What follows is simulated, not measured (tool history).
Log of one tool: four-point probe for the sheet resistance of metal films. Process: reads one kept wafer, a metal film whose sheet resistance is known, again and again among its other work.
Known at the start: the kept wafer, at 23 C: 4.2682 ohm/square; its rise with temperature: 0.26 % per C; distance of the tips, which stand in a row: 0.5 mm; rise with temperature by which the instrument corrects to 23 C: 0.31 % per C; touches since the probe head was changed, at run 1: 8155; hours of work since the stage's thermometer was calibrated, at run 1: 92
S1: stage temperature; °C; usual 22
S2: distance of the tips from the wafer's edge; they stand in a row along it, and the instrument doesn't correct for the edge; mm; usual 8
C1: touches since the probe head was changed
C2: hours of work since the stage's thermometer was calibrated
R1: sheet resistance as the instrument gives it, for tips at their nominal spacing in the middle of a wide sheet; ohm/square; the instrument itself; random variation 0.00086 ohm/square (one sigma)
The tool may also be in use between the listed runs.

run   hour  S1  S2     C1   C2        R1
  1    0.0  22   8   8155   92  4.251944
  2   31.8  22   5   8790  115  4.262793
  3   57.7  22   5   9306  133  4.263808
  4   81.6  22   5   9781  150  4.263239
  5  105.2  22   8  10252  166  4.249974
  6  134.4  22  22  10832  187  4.240213
  7  164.4  22  22  11431  208  4.240977
  8  204.6  22   8  12233  236  4.248433
  9  225.6  22   8  12651  251  4.247245
 10  254.1  22   8  13217  271  4.247426
 11  273.0  29   8  13595  285  4.234931
 12  297.0  29   8  14073  301  4.233718
 13  340.2  22   8  14934  332  4.249460
 14  370.1  28   8  15530  353  4.236213
 15  406.1  33   8  16247  378  4.226242
 16  432.6  23   6  16774  397  4.252588
 17  455.5  24  16  17231  413  4.235467
 18  497.1  30  26  18060  442  4.223031
 19  538.7  25   6  18888  471  4.247141
 20  570.8  30   6  19527  494  4.237036
 21  611.5  30   6  20339  523  4.237023
 22  629.8  30   6  20703  536  4.237126
 23  652.0  32  20  21145  551  4.218688
 24  692.8  26   6  21959  580  4.243106
 25  726.1  21   3  22623  603  4.300943
 26  763.6  23   7  23370  630  4.243630
 27  800.5  30  30  24106  656  4.220899

4 ways to go on from here, each from the tool as it stands after run 27. What would each give?
  A  834.7  22  30  24787  680   ?
  B  834.7  35  53  24787  680   ?
  C  834.7  30  22  24787  680   ?
  D  834.7  20   7  24787  680   ?

run        R1
  A  4.235228
  B  4.210656
  C  4.220623
  D  4.250770
Without the tool's hidden state the same runs would have given:
run        R1
  A  4.270365
  B  4.245672
  C  4.255690
  D  4.286016
